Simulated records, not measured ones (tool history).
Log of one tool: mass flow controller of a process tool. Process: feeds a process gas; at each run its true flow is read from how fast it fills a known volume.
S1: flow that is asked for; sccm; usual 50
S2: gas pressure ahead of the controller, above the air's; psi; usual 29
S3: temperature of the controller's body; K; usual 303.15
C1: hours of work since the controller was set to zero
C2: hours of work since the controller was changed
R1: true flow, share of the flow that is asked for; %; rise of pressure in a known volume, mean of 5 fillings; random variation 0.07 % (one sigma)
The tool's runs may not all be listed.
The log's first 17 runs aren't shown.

| run | day | S1 | S2 | S3 | C1 | C2 | R1 |
|---|---|---|---|---|---|---|---|
| 18 | 175.354 | 50 | 29.6 | 303.15 | 2744 | 2744 | 96.58 |
| 19 | 190.296 | 50 | 29.6 | 303.15 | 2855 | 2855 | 96.5 |
| 20 | 201.775 | 50 | 25.2 | 303.15 | 2941 | 2941 | 96.5 |
| 21 | 212.779 | 11 | 29 | 303.15 | 3023 | 3023 | 90.55 |
| 22 | 219.971 | 11 | 29 | 303.15 | 3077 | 3077 | 90.43 |
| 23 | 234.938 | 50 | 29 | 303.15 | 3188 | 3188 | 96.14 |
| 24 | 248.092 | 50 | 29 | 303.15 | 3286 | 3286 | 96.05 |
| 25 | 263.046 | 16 | 23.6 | 312.15 | 3398 | 3398 | 92.89 |
| 26 | 269.6 | 21 | 23.6 | 304.15 | 3447 | 3447 | 93.28 |
| 27 | 284.246 | 21 | 23.6 | 304.15 | 3556 | 3556 | 93.13 |
| 28 | 297.554 | 21 | 23.6 | 304.15 | 3655 | 3655 | 92.88 |
| 29 | 310.704 | 21 | 30.6 | 304.15 | 3753 | 3753 | 92.72 |
| 30 | 322.804 | 21 | 30.6 | 304.15 | 3843 | 3843 | 92.52 |
| 31 | 335.475 | 19 | 30.6 | 299.15 | 3938 | 3938 | 91.5 |
| 32 | 341.754 | 19 | 30.6 | 299.15 | 3985 | 3985 | 91.47 |
| 33 | 357.133 | 83 | 33.9 | 303.15 | 4099 | 4099 | 96.83 |
| 34 | 367.617 | 22 | 26.4 | 293.15 | 4178 | 4178 | 91.3 |
| 35 | 379.9 | 22 | 26.4 | 293.15 | 4269 | 4269 | 91.16 |
| 36 | 389.475 | 90 | 26 | 308.15 | 4341 | 4341 | 97.51 |
| 37 | 399.846 | 73 | 20.6 | 303.15 | 4418 | 4418 | 96.52 |
| 38 | 411.438 | 49 | 27.7 | 295.15 | 4504 | 4504 | 94.28 |

Forecast run 39:
| 39 | 426.312 | 49 | 35.5 | 308.15 | 4615 | 4615 | ? |

Run 39 gave R1 95.11 %.
Without the tool's hidden state the same run would have given R1 99.42 %.
